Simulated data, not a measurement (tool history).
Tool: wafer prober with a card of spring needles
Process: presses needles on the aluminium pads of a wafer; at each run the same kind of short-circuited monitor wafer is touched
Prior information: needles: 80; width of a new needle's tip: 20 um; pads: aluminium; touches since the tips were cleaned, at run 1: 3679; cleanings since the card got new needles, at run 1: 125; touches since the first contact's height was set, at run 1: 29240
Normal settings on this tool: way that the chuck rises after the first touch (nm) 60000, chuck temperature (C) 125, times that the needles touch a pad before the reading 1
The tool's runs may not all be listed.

run,hour,way that the chuck rises after the first touch (nm),chuck temperature (C),times that the needles touch a pad before the reading,touches since the tips were cleaned,cleanings since the card got new needles,touches since the first contact's height was set,resistance of one needle with its contact and lead (mohm),way that a needle slides on the pad (nm)
1,0.0,60000,125,1,3679,125,29240,718,11950
# hour 5.8: tips cleaned on abrasive film
# hour 20.0: tips cleaned on abrasive film
# hour 31.4: tips cleaned on abrasive film
# hour 45.6: tips cleaned on abrasive film
2,50.5,60000,125,1,2223,129,51910,588,11830
# hour 59.1: tips cleaned on abrasive film
# hour 73.3: tips cleaned on abrasive film
# hour 84.7: tips cleaned on abrasive film
# hour 99.0: tips cleaned on abrasive film
# hour 113.2: tips cleaned on abrasive film
# hour 127.4: tips cleaned on abrasive film
3,133.8,60000,54,1,2882,135,89300,707,11820
# hour 139.6: tips cleaned on abrasive film
# hour 153.8: tips cleaned on abrasive film
# hour 156.7: tips cleaned on abrasive film, once more
# hour 170.9: tips cleaned on abrasive film
4,172.7,60000,119,1,793,139,106707,472,11760
# hour 184.1: tips cleaned on abrasive film
# hour 198.3: tips cleaned on abrasive film
# hour 212.6: tips cleaned on abrasive film
5,213.6,60000,119,1,468,142,125068,405,11600
# hour 225.0: tips cleaned on abrasive film
# hour 239.2: tips cleaned on abrasive film
# hour 253.5: tips cleaned on abrasive film
# hour 267.7: tips cleaned on abrasive film
6,271.5,60000,119,1,1744,146,151092,562,11530
# hour 280.1: tips cleaned on abrasive film
# hour 294.4: tips cleaned on abrasive film
# hour 308.0: tips cleaned on abrasive film
7,308.0,60000,119,1,0,149,167449,335,11490
# hour 322.2: tips cleaned on abrasive film
# hour 336.5: tips cleaned on abrasive film
# hour 350.7: tips cleaned on abrasive film
# hour 353.8: height of the first contact set anew
# hour 365.2: tips cleaned on abrasive film
8,365.9,60000,119,1,298,153,5411,393,12040
# hour 377.3: tips cleaned on abrasive film
# hour 388.7: tips cleaned on abrasive film
# hour 402.9: tips cleaned on abrasive film
# hour 414.3: tips cleaned on abrasive film
9,417.1,60000,119,1,1235,157,28372,520,11920
# hour 428.5: tips cleaned on abrasive film
# hour 442.7: tips cleaned on abrasive film
# hour 456.9: tips cleaned on abrasive film
# hour 471.2: tips cleaned on abrasive film
# hour 485.4: tips cleaned on abrasive film
# hour 499.6: tips cleaned on abrasive film
10,500.6,60000,29,2,428,163,65863,365,11850
# hour 512.0: tips cleaned on abrasive film
# hour 526.2: tips cleaned on abrasive film
# hour 540.4: tips cleaned on abrasive film
# hour 554.7: tips cleaned on abrasive film
11,563.4,46000,29,1,3927,167,94073,1374,8930

What does the tool deliver on the next run?
# hour 566.3: tips cleaned on abrasive film
# hour 580.5: tips cleaned on abrasive film
# hour 591.9: tips cleaned on abrasive film
# hour 606.2: tips cleaned on abrasive film
# hour 620.4: tips cleaned on abrasive film
# hour 634.6: tips cleaned on abrasive film
12,645.2,46000,29,1,4794,173,130823,?,?

Run 12 yielded resistance of one needle with its contact and lead (mohm) 1494, way that a needle slides on the pad (nm) 8780.
With no hidden state in the tool, this same run would have given resistance of one needle with its contact and lead (mohm) 261, way that a needle slides on the pad (nm) 9180.
